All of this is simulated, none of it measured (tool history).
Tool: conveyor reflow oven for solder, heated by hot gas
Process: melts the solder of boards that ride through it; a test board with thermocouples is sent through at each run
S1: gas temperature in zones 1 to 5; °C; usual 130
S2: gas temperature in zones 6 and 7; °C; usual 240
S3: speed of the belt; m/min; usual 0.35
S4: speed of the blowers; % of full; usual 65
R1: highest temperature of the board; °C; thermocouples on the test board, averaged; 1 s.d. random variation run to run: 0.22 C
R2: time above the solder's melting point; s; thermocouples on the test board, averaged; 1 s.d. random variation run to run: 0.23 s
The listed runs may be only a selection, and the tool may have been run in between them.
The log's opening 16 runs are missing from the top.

run,day,S1,S2,S3,S4,R1,R2
17,8.804,130,236,0.35,66,215.3,71.4
18,9.421,144,251,0.35,66,230.7,93.2
19,9.896,133,251,0.35,66,228.6,86
20,10.521,129,232,0.412,75,207,50.6
21,10.896,129,232,0.412,75,207.7,50.5
22,11.588,129,232,0.412,76,207.5,50.9
23,12.204,129,232,0.412,76,207.2,50.5
24,12.808,129,232,0.412,76,207.2,50.2

Estimate the outcome of run 25 from the log above:
25,13.262,122,232,0.319,85,?,?

Logged for run 25: R1 216.6 °C, R2 78.6 s.
With the hidden condition absent and the run-to-run variation left alone, this run would have shown R1 218.8 °C, R2 80.5 s.
